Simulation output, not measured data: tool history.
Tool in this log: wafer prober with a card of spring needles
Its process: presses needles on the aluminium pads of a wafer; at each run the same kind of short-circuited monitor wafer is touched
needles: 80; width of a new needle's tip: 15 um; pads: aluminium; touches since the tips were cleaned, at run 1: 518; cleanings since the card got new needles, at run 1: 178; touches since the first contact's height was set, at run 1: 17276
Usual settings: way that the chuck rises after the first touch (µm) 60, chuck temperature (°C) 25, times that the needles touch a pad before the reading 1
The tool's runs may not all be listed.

run     day  way that the chuck rises after the first touch (µm)  chuck temperature (°C)  times that the needles touch a pad before the reading  touches since the tips were cleaned  cleanings since the card got new needles  touches since the first contact's height was set  resistance of one needle with its contact and lead (mohm)  way that a needle slides on the pad (µm)
  1       0                                                   60                      25                                                      1                                  518                                       178                                             17276                                                        279                                     15.79
      0.292  -- tips cleaned on abrasive film
      0.654  -- tips cleaned on abrasive film
      0.946  -- tips cleaned on abrasive film
      1.312  -- tips cleaned on abrasive film
  2   1.354                                                   60                      25                                                      1                                  440                                       182                                             30284                                                        279                                     15.69
      1.646  -- tips cleaned on abrasive film
      1.938  -- tips cleaned on abrasive film
      2.229  -- tips cleaned on abrasive film
      2.596  -- tips cleaned on abrasive film
  3   2.688                                                   60                      25                                                      2                                  918                                       186                                             43071                                                        275                                     15.55
      2.908  -- tips cleaned on abrasive film
        3.2  -- tips cleaned on abrasive film
      3.492  -- tips cleaned on abrasive film
      3.783  -- tips cleaned on abrasive film
      4.088  -- tips cleaned on abrasive film
  4   4.088                                                   60                      25                                                      2                                    0                                       191                                             56439                                                        274                                     15.52
       4.45  -- tips cleaned on abrasive film
      4.812  -- tips cleaned on abrasive film
      5.175  -- tips cleaned on abrasive film
      5.517  -- tips cleaned on abrasive film
  5   5.517                                                   60                      25                                                      2                                    0                                       195                                             70176                                                        269                                     15.45
      5.808  -- tips cleaned on abrasive film
      6.171  -- tips cleaned on abrasive film
      6.462  -- tips cleaned on abrasive film
      6.754  -- tips cleaned on abrasive film
      7.046  -- tips cleaned on abrasive film
  6    7.25                                                   60                      25                                                      2                                 1970                                       200                                             86809                                                        280                                     15.25
      7.396  -- tips cleaned on abrasive film
      7.688  -- tips cleaned on abrasive film
      7.979  -- tips cleaned on abrasive film
      8.271  -- tips cleaned on abrasive film
      8.562  -- tips cleaned on abrasive film
      8.929  -- tips cleaned on abrasive film
      9.292  -- tips cleaned on abrasive film
      9.654  -- tips cleaned on abrasive film
  7   9.742                                                   60                      25                                                      1                                  831                                       208                                            110681                                                        286                                     15.06
      9.962  -- tips cleaned on abrasive film
     10.254  -- tips cleaned on abrasive film
     10.617  -- tips cleaned on abrasive film
  8  10.896                                                   60                      25                                                      1                                 2703                                       211                                            121767                                                        302                                     15.05
     10.971  -- tips cleaned on abrasive film
     11.262  -- tips cleaned on abrasive film
     11.554  -- tips cleaned on abrasive film
     11.846  -- tips cleaned on abrasive film
  9  12.133                                                   60                      25                                                      1                                 2780                                       215                                            133623                                                        305                                     14.96
     12.208  -- tips cleaned on abrasive film
       12.5  -- tips cleaned on abrasive film
     12.792  -- tips cleaned on abrasive film
     13.083  -- tips cleaned on abrasive film
     13.446  -- tips cleaned on abrasive film
 10  13.479                                                   60                      25                                                      1                                  319                                       220                                            146510                                                        276                                     14.81
     13.771  -- tips cleaned on abrasive film
     14.062  -- tips cleaned on abrasive film
     14.354  -- tips cleaned on abrasive film
     14.646  -- tips cleaned on abrasive film
     14.938  -- tips cleaned on abrasive film
     15.229  -- tips cleaned on abrasive film
 11  15.392                                                   60                      25                                                      1                                 1582                                       226                                            164851                                                        295                                      14.7
     15.542  -- tips cleaned on abrasive film
     15.833  -- tips cleaned on abrasive film
     16.125  -- tips cleaned on abrasive film
     16.488  -- tips cleaned on abrasive film
      16.85  -- tips cleaned on abrasive film
     17.212  -- tips cleaned on abrasive film
       17.3  -- height of the first contact set anew
 12   17.45                                                   60                      25                                                      1                                 2158                                       232                                              1460                                                        297                                     15.82
     17.525  -- tips cleaned on abrasive film
     17.888  -- tips cleaned on abrasive film
     18.179  -- tips cleaned on abrasive film
     18.542  -- tips cleaned on abrasive film
     18.833  -- tips cleaned on abrasive film
     19.125  -- tips cleaned on abrasive film
     19.417  -- tips cleaned on abrasive film
 13  19.642                                                   74                     102                                                      1                                 2159                                       239                                             22470                                                        312                                     19.37
     19.717  -- tips cleaned on abrasive film
     20.008  -- tips cleaned on abrasive film
       20.3  -- tips cleaned on abrasive film
     20.592  -- tips cleaned on abrasive film
     20.954  -- tips cleaned on abrasive film
     21.317  -- tips cleaned on abrasive film
     21.608  -- tips cleaned on abrasive film
       21.9  -- tips cleaned on abrasive film
 14  22.183                                                   74                     102                                                      1                                 2738                                       247                                             46850                                                        308                                     19.29
     22.258  -- tips cleaned on abrasive film
     22.625  -- tips cleaned on abrasive film
     22.988  -- tips cleaned on abrasive film
      23.35  -- tips cleaned on abrasive film
     23.642  -- tips cleaned on abrasive film
     23.933  -- tips cleaned on abrasive film
     24.225  -- tips cleaned on abrasive film
     24.588  -- tips cleaned on abrasive film
 15  24.671                                                   56                      50                                                      1                                  809                                       255                                             70700                                                        301                                      14.3
     24.892  -- tips cleaned on abrasive film
     25.183  -- tips cleaned on abrasive film
     25.475  -- tips cleaned on abrasive film
     25.767  -- tips cleaned on abrasive film
     26.058  -- tips cleaned on abrasive film
      26.35  -- tips cleaned on abrasive film
     26.642  -- tips cleaned on abrasive film
     27.004  -- tips cleaned on abrasive film
 16  27.167                                                   56                      25                                                      3                                 1564                                       263                                             94608                                                        279                                      14.1
     27.317  -- tips cleaned on abrasive film
     27.679  -- tips cleaned on abrasive film
     28.042  -- tips cleaned on abrasive film
     28.333  -- tips cleaned on abrasive film
     28.625  -- tips cleaned on abrasive film
     28.917  -- tips cleaned on abrasive film
     29.208  -- tips cleaned on abrasive film
 17  29.467                                                   62                      76                                                      2                                 2517                                       270                                            116679                                                        303                                     15.63
     29.546  -- tips cleaned on abrasive film
     29.838  -- tips cleaned on abrasive film
       30.2  -- tips cleaned on abrasive film
     30.562  -- tips cleaned on abrasive film
     30.854  -- tips cleaned on abrasive film
     31.146  -- tips cleaned on abrasive film
 18  31.317                                                   73                      34                                                      2                                 1661                                       276                                            134399                                                        278                                      18.5
     31.467  -- tips cleaned on abrasive film
     31.758  -- tips cleaned on abrasive film
     32.121  -- tips cleaned on abrasive film
     32.483  -- tips cleaned on abrasive film
     32.846  -- tips cleaned on abrasive film
     33.212  -- tips cleaned on abrasive film
     33.504  -- tips cleaned on abrasive film
 19  33.675                                                   73                      34                                                      2                                 1677                                       283                                            157022                                                        282                                     18.14
     33.825  -- tips cleaned on abrasive film
     34.117  -- tips cleaned on abrasive film
     34.408  -- tips cleaned on abrasive film
       34.7  -- tips cleaned on abrasive film
     35.062  -- tips cleaned on abrasive film
     35.354  -- tips cleaned on abrasive film
     35.646  -- tips cleaned on abrasive film
 20  35.838                                                   66                      87                                                      1                                 1877                                       290                                            177750                                                        316                                     16.15
     35.988  -- tips cleaned on abrasive film
     36.279  -- tips cleaned on abrasive film
     36.433  -- height of the first contact set anew
     36.583  -- tips cleaned on abrasive film
     36.875  -- tips cleaned on abrasive film
     37.167  -- tips cleaned on abrasive film
     37.458  -- tips cleaned on abrasive film
 21  37.729                                                   66                      87                                                      1                                 2635                                       296                                             12410                                                        316                                     17.23
     37.804  -- tips cleaned on abrasive film
     38.096  -- tips cleaned on abrasive film
     38.388  -- tips cleaned on abrasive film
      38.75  -- tips cleaned on abrasive film
     39.042  -- tips cleaned on abrasive film
 22  39.225                                                   66                      87                                                      1                                 1774                                       301                                             26752                                                        307                                     17.19
     39.375  -- tips cleaned on abrasive film
     39.667  -- tips cleaned on abrasive film
     39.958  -- tips cleaned on abrasive film
     40.321  -- tips cleaned on abrasive film
     40.683  -- tips cleaned on abrasive film
      41.05  -- tips cleaned on abrasive film
     41.342  -- tips cleaned on abrasive film
 23  41.567                                                   66                      87                                                      1                                 2194                                       308                                             49195                                                        314                                     17.01

Each row is a separate what-if for the run after 23, all from the same tool condition, not one after another. Results?
     41.642  -- tips cleaned on abrasive film
     41.933  -- tips cleaned on abrasive film
     42.225  -- tips cleaned on abrasive film
     42.517  -- tips cleaned on abrasive film
     42.808  -- tips cleaned on abrasive film
     43.171  -- tips cleaned on abrasive film
  A  43.371                                                   73                      64                                                      1                                 1946                                       314                                             66498                                                          ?                                         ?
     41.642  -- tips cleaned on abrasive film
     41.933  -- tips cleaned on abrasive film
     42.225  -- tips cleaned on abrasive film
     42.517  -- tips cleaned on abrasive film
     42.808  -- tips cleaned on abrasive film
     43.171  -- tips cleaned on abrasive film
  B  43.371                                                   53                      28                                                      1                                 1946                                       314                                             66498                                                          ?                                         ?
     41.642  -- tips cleaned on abrasive film
     41.933  -- tips cleaned on abrasive film
     42.225  -- tips cleaned on abrasive film
     42.517  -- tips cleaned on abrasive film
     42.808  -- tips cleaned on abrasive film
     43.171  -- tips cleaned on abrasive film
  C  43.371                                                   60                      78                                                      1                                 1946                                       314                                             66498                                                          ?                                         ?

run  resistance of one needle with its contact and lead (mohm)  way that a needle slides on the pad (µm)
  A                                                        303                                     18.84
  B                                                        314                                     13.51
  C                                                        312                                     15.37
With no hidden state in the tool, these same runs would have given:
run  resistance of one needle with its contact and lead (mohm)  way that a needle slides on the pad (µm)
  A                                                        276                                     19.34
  B                                                        265                                     14.01
  C                                                        275                                     15.88
